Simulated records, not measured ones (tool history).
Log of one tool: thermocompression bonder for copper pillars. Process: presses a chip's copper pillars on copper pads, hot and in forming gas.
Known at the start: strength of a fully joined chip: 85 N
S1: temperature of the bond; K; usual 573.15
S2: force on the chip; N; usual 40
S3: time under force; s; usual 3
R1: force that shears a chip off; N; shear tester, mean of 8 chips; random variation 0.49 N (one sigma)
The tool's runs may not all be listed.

run   hour      S1  S2  S3    R1
  1    0.0  573.15  40   3  57.6
  2    8.4  573.15  40   3  57.4
  3   21.2  573.15  40   3  56.8
  4   27.5  573.15  40   3  56.0
  5   35.3  573.15  40   3  56.6
  6   45.5  573.15  40   3  56.7
  7   58.4  573.15  40   3  57.6
  8   71.3  573.15  40   6  66.5
  9   83.7  591.15  40   6  70.1
 10   89.7  591.15  40   6  70.2
 11  100.7  591.15  40   6  70.0
 12  111.6  591.15  40   6  71.1
 13  123.8  546.15  40   3  46.6
 14  136.9  546.15  40   3  46.5
 15  144.5  546.15  40   3  46.8
 16  157.1  546.15  40   3  46.4
 17  166.7  546.15  40   3  46.7
 18  176.2  573.15  40   3  55.5
 19  183.4  573.15  40   2  49.5

Run 20 comes next. What will it give?
 20  190.6  573.15  40   2   ?

Run 20 gave R1 48.4 N.
Without the tool's hidden state the same run would have given R1 53.1 N.
